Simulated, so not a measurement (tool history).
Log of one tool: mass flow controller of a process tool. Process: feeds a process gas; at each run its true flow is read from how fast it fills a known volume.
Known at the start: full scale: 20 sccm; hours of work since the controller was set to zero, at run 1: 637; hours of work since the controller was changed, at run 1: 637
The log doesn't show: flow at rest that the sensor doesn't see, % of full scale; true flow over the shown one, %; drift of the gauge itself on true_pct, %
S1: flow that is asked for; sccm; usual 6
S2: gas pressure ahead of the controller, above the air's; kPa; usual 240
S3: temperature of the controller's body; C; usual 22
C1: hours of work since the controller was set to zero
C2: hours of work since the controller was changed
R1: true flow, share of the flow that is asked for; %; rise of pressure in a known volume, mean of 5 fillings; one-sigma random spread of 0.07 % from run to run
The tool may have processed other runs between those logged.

run      day  S1   S2  S3    C1    C2     R1
  1        0   6  240  22   637   637  97.63
  2   15.458   6  240  22   771   771  97.63
  3   31.842   6  240  25   912   912  97.58
  4   46.525   6  240  25  1039  1039  97.55
  5   57.242   6  148  22  1132  1132  97.37
  6   72.567   6  148  22  1265  1265  97.43
  7   95.042   6  148  22  1459  1459  97.36
  8  114.392   6  240  22  1627  1627  97.54
  9  136.988   6  240  22  1822  1822   97.6
 10  160.642   7  188  22  2027  2027  97.78
 11  176.688  10  240  22  2166  2166  98.61
 12  187.912  10  240  22  2263  2263   98.7
 13  209.371   2  187  30  2448  2448  94.19
 14  231.438   6  240  36  2639  2639  97.11
 15  252.808   6  147  25  2824  2824  97.26
 16  271.975   6  147  25  2990  2990   97.2
 17  284.067   6  242  22  3094  3094   97.6

For run 18, what comes out?
 18  298.717   5  258  39  3221  3221   ?

Run 18 measured R1 96.57 %.
With no hidden state in the tool, this same run would have given R1 97.22 %.
